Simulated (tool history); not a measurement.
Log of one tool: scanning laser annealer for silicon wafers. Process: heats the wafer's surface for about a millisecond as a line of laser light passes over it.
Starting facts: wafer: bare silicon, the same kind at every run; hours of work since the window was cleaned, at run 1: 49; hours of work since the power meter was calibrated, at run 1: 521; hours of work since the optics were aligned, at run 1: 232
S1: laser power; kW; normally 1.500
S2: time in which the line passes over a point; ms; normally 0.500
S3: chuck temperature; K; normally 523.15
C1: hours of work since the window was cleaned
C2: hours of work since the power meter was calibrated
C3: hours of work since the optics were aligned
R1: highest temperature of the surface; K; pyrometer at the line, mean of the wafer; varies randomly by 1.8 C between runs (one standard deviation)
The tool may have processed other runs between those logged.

run   hour     S1     S2      S3  C1   C2   C3       R1
  1    0.0  1.500  0.500  523.15  49  521  232  1272.15
  2   14.1  1.500  0.500  523.15  57  529  240  1272.15
  3   34.6  1.500  0.500  553.15  69  540  252  1304.15
  4   56.0  1.500  0.500  553.15  81  553  264  1297.15
  5   79.2  1.500  0.500  523.15  95  566  278  1269.15
      82.9  -- window over the wafer cleaned
  6  101.6  1.500  0.500  523.15  11  578  289  1267.15
  7  117.5  1.500  0.500  523.15  20  587  298  1262.15
  8  140.7  1.554  0.500  523.15  33  600  312  1288.15
  9  157.0  1.554  0.500  523.15  42  609  321  1287.15
 10  170.6  1.443  0.591  518.15  50  617  329  1287.15
 11  184.8  1.443  0.591  518.15  58  625  337  1283.15
 12  197.7  1.348  0.520  538.15  66  633  344  1213.15

Consider 3 possible next runs. They are alternatives, not a sequence: every one starts from the tool as it was left by run 12. What does each give?
  A  222.1  1.328  0.410  511.15  80  647  358   ?
  B  222.1  1.500  0.372  490.15  80  647  358   ?
  C  222.1  1.282  0.500  523.15  80  647  358   ?

run       R1
  A  1106.15
  B  1135.15
  C  1156.15
Stripped of hidden state, with their random variation kept, the same runs would have yielded:
run       R1
  A  1117.15
  B  1147.15
  C  1168.15
